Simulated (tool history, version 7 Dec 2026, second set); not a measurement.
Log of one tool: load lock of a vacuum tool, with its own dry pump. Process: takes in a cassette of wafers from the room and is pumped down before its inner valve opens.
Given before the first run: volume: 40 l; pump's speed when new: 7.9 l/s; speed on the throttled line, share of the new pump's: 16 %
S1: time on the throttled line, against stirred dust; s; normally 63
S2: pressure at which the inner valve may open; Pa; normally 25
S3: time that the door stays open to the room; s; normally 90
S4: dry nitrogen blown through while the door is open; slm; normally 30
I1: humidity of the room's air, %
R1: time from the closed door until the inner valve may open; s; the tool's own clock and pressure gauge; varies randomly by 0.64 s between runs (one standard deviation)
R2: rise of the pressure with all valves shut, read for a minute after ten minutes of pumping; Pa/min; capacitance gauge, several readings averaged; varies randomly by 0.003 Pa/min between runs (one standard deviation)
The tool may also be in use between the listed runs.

run      day   S1  S2   S3  S4    I1     R1     R2
  1        0   63  25   90  30  40.4   98.9  0.026
  2    5.883   63  25   90  30  46.8   98.3  0.034
  3   12.071   63  25   90  30  43.8   98.3  0.037
  4   16.354   63  25   90  30    46  100.6  0.032
  5   22.808   63  40   90  30  42.2   95.6  0.035
  6   27.162   63  40   90  30  47.3   98.1  0.038
  7   34.579   63  40   90  30  45.4   97.3  0.039
  8   40.654   63  25   90  30  45.9  100.4  0.038
  9   47.517   63  25   90  25  48.4  100.8  0.038
 10     55.8   63  25   90  25  46.4    100  0.037
 11   65.117   63  25   90  30  43.8   99.2  0.038
 12   74.333   63  25   33  30  42.8  100.6  0.033
 13   78.354   63  25   33  30  42.2  100.4   0.03
 14   87.417   75  25   90  30  47.3  110.4  0.044
 15   96.312   75  25   90  30  44.7  110.6  0.039
 16  103.312   63  25   75  30  46.6  101.7  0.045
 17  109.779   63  25   90  40  43.5  100.1  0.039
 18  116.154   63  25   90  40  44.4  100.1  0.038
 19  122.867  104  25   72  40  46.4  132.9  0.036
 20  130.796  104  25   72  40    45  134.9  0.043
 21  138.842  104  25   72  40  45.1  135.6  0.043
 22    142.8   69  35   90  30  43.5  104.1  0.056
 23  151.075   69  35   90  30    47  103.5  0.058
 24  155.525   69  22   90  25  44.1  107.9  0.048
 25   163.25   69  22   90  25  43.9  108.1  0.056
 26  170.733   99  47   72  16  45.1  126.9  0.067
 27  176.521   99  47  174  17  46.7  128.3  0.086
 28  185.675   40  47  174  13  47.7   79.3  0.086
 29  193.454   63  19  166  30  43.6  104.2   0.07

Expected results for the next run?
 30  198.167  63  19  166  30  44   ?   ?

Run 30 produced R1 104.2 s, R2 0.075 Pa/min.
Without the tool's hidden state the same run would have given R1 96.2 s, R2 0.042 Pa/min.
